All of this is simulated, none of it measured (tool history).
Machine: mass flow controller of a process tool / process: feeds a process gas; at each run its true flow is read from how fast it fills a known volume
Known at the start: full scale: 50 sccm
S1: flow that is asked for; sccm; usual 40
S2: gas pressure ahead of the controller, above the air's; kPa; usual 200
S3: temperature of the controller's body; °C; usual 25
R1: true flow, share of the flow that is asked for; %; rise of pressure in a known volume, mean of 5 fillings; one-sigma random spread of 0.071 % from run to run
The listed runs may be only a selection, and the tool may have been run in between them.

Run 1, hour 0.0: usual settings. Result: R1 99.36 %.
Run 2, hour 86.9: usual settings. Result: R1 99.40 %.
Run 3, hour 139.6: usual settings. Result: R1 99.41 %.
Run 4, hour 226.8: usual settings. Result: R1 99.54 %.
Run 5, hour 293.3: usual settings but S1 8 sccm. Result: R1 97.36 %.
Run 6, hour 358.3: usual settings but S1 6 sccm. Result: R1 96.89 %.
Run 7, hour 433.6: usual settings but S2 147 kPa. Result: R1 98.91 %.
Run 8, hour 476.2: usual settings but S2 160 kPa. Result: R1 99.21 %.
Run 9, hour 556.0: usual settings but S1 7 sccm, S2 160 kPa. Result: R1 96.73 %.
Run 10, hour 593.4: usual settings but S1 7 sccm, S2 160 kPa. Result: R1 96.56 %.
Run 11, hour 654.7: usual settings but S1 7 sccm, S2 160 kPa. Result: R1 96.57 %.
Run 12, hour 715.4: usual settings but S1 5 sccm. Result: R1 96.28 %.
Run 13, hour 780.7: usual settings but S1 5 sccm. Result: R1 96.35 %.
Run 14, hour 855.8: usual settings but S3 36 °C. Result: R1 100.26 %.
Run 15, hour 907.4: usual settings. Result: R1 99.42 %.
Run 16, hour 973.9: usual settings but S2 201 kPa. Result: R1 99.58 %.
Run 17, hour 1017.1: usual settings but S2 201 kPa. Result: R1 99.47 %.
Run 18, hour 1087.2: usual settings but S2 201 kPa. Result: R1 99.51 %.
Run 19, hour 1155.2: usual settings but S2 201 kPa. Result: R1 99.51 %.
Run 20, hour 1221.2: usual settings but S2 201 kPa. Result: R1 99.58 %.
Run 21, hour 1294.6: usual settings but S2 201 kPa. Result: R1 99.52 %.
Run 22, hour 1371.0: usual settings but S2 201 kPa. Result: R1 99.48 %.
Run 23, hour 1431.6: usual settings but S1 21 sccm. Result: R1 98.42 %.
Run 24, hour 1491.2: usual settings but S1 29 sccm. Result: R1 98.98 %.
Run 25, hour 1555.0: usual settings but S1 14 sccm, S2 181 kPa, S3 26 °C. Result: R1 97.69 %.
Run 26, hour 1639.8: usual settings but S1 14 sccm, S2 181 kPa, S3 26 °C. Result: R1 97.78 %.
Run 27, hour 1714.9: usual settings but S1 10 sccm. Result: R1 97.32 %.
Run 28, hour 1758.3: usual settings but S2 152 kPa, S3 24 °C. Result: R1 99.09 %.
Run 29, hour 1806.8: usual settings but S1 12 sccm, S2 174 kPa, S3 24 °C. Result: R1 97.49 %.
Run 30, hour 1887.4: usual settings but S2 198 kPa, S3 24 °C. Result: R1 99.52 %.
Run 31, hour 1970.3: usual settings but S2 198 kPa, S3 24 °C. Result: R1 99.32 %.
Run 32, hour 2034.8: usual settings but S2 198 kPa, S3 24 °C. Result: R1 99.44 %.
Run 33, hour 2084.6: usual settings but S2 198 kPa, S3 29 °C. Result: R1 99.72 %.
Run 34, hour 2146.8: usual settings but S1 48 sccm, S2 216 kPa, S3 37 °C. Result: R1 100.84 %.
Run 35, hour 2207.5: usual settings but S1 48 sccm, S2 216 kPa, S3 37 °C. Result: R1 100.78 %.
Run 36, hour 2278.8: usual settings but S1 48 sccm, S2 216 kPa, S3 37 °C. Result: R1 100.88 %.
Run 37, hour 2362.1: usual settings but S1 48 sccm, S2 216 kPa, S3 37 °C. Result: R1 100.76 %.
Run 38, hour 2448.9: usual settings but S1 50 sccm, S2 216 kPa, S3 37 °C. Result: R1 100.95 %.
Run 39, hour 2508.0: usual settings but S1 12 sccm, S2 160 kPa, S3 23 °C. Result: R1 97.20 %.
Run 40, hour 2596.6: usual settings but S1 12 sccm, S2 160 kPa, S3 23 °C. Result: R1 97.16 %.
Run 41, hour 2684.2: usual settings but S1 15 sccm, S2 159 kPa. Result: R1 97.57 %.
Run 42, hour 2731.3: usual settings but S1 15 sccm, S2 159 kPa. Result: R1 97.49 %.
Run 43, hour 2775.2: usual settings but S3 22 °C. Result: R1 99.45 %.
Run 44, hour 2854.5: usual settings but S3 22 °C. Result: R1 99.37 %.
Run 45, hour 2918.8: usual settings but S3 22 °C. Result: R1 99.40 %.
Run 46, hour 2987.3: usual settings but S1 6 sccm, S2 189 kPa, S3 30 °C. Result: R1 96.09 %.
Run 47, hour 3071.6: usual settings but S1 6 sccm, S2 180 kPa. Result: R1 95.64 %.
Run 48, hour 3127.3: usual settings but S1 6 sccm, S2 180 kPa. Result: R1 95.69 %.

Here are 3 independent what-if runs from the current tool condition. What would each one return?
Run A, hour 3207.6: usual settings but S1 6 sccm. Result: R1 ?.
Run B, hour 3207.6: usual settings but S1 6 sccm, S2 180 kPa, S3 23 °C. Result: R1 ?.
Run C, hour 3207.6: usual settings but S1 7 sccm, S2 147 kPa, S3 28 °C. Result: R1 ?.

run     R1
  A  95.91
  B  95.58
  C  96.10
Had the tool no hidden state, the same runs would have come out as:
run     R1
  A  98.32
  B  97.98
  C  98.10
